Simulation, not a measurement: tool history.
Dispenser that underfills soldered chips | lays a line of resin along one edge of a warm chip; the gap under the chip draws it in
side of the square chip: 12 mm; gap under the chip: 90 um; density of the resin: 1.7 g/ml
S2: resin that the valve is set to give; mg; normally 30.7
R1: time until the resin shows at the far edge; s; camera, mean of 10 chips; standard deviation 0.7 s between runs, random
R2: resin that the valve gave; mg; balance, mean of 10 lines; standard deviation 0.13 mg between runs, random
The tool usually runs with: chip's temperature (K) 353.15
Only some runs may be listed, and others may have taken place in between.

Run 1, hour 0: usual settings. Result: R1 73.1 s, R2 30.42 mg.
At hour 6.5: new syringe of resin.
Run 2, hour 8.8: usual settings but chip's temperature (K) 365.15. Result: R1 45.8 s, R2 30.27 mg.
Run 3, hour 16.1: usual settings but chip's temperature (K) 365.15. Result: R1 55 s, R2 30.13 mg.
At hour 19.1: new syringe of resin.
Run 4, hour 21.8: usual settings but chip's temperature (K) 339.15. Result: R1 108 s, R2 30.32 mg.
Run 5, hour 25.3: usual settings but chip's temperature (K) 354.15. Result: R1 70.3 s, R2 30.27 mg.
Run 6, hour 29.4: usual settings but chip's temperature (K) 354.15. Result: R1 77.8 s, R2 30.2 mg.
At hour 31.6: new syringe of resin.
Run 7, hour 37.3: usual settings but chip's temperature (K) 354.15. Result: R1 70.3 s, R2 29.96 mg.
At hour 43.7: new syringe of resin.
Run 8, hour 43.9: usual settings but chip's temperature (K) 354.15. Result: R1 64.1 s, R2 30.09 mg.
Run 9, hour 52.1: usual settings but chip's temperature (K) 354.15. Result: R1 75.7 s, R2 29.6 mg.
At hour 55.8: new syringe of resin.
Run 10, hour 60.3: usual settings but chip's temperature (K) 344.15. Result: R1 95.2 s, R2 29.82 mg.
Run 11, hour 65.7: usual settings but chip's temperature (K) 344.15. Result: R1 107.6 s, R2 29.63 mg.
At hour 67.7: new syringe of resin.
Run 12, hour 74.5: usual settings but chip's temperature (K) 343.15, S2 33.1 mg. Result: R1 102.2 s, R2 31.86 mg.
At hour 79.8: new syringe of resin.
Run 13, hour 80.5: usual settings but chip's temperature (K) 343.15, S2 33.1 mg. Result: R1 88.7 s, R2 31.72 mg.
Run 14, hour 87.8: usual settings but chip's temperature (K) 342.15, S2 29.3 mg. Result: R1 111.2 s, R2 27.99 mg.
At hour 91.8: new syringe of resin.
Run 15, hour 96.7: usual settings but chip's temperature (K) 365.15. Result: R1 50.4 s, R2 29.46 mg.
Run 16, hour 103: usual settings but chip's temperature (K) 368.15, S2 28.1 mg. Result: R1 55.4 s, R2 26.73 mg.
At hour 103.8: new syringe of resin.
Run 17, hour 111.9: usual settings but chip's temperature (K) 366.15, S2 28 mg. Result: R1 54.6 s, R2 26.4 mg.

What does the tool deliver on the next run?
At hour 116.1: new syringe of resin.
Run 18, hour 117.5: usual settings but chip's temperature (K) 366.15, S2 28 mg. Result: R1 ?, R2 ?.

R1: 45.6 s
R2: 26.5 mg
The same run, on a tool lacking any hidden state, would have yielded R1 43.9 s, R2 28.02 mg.
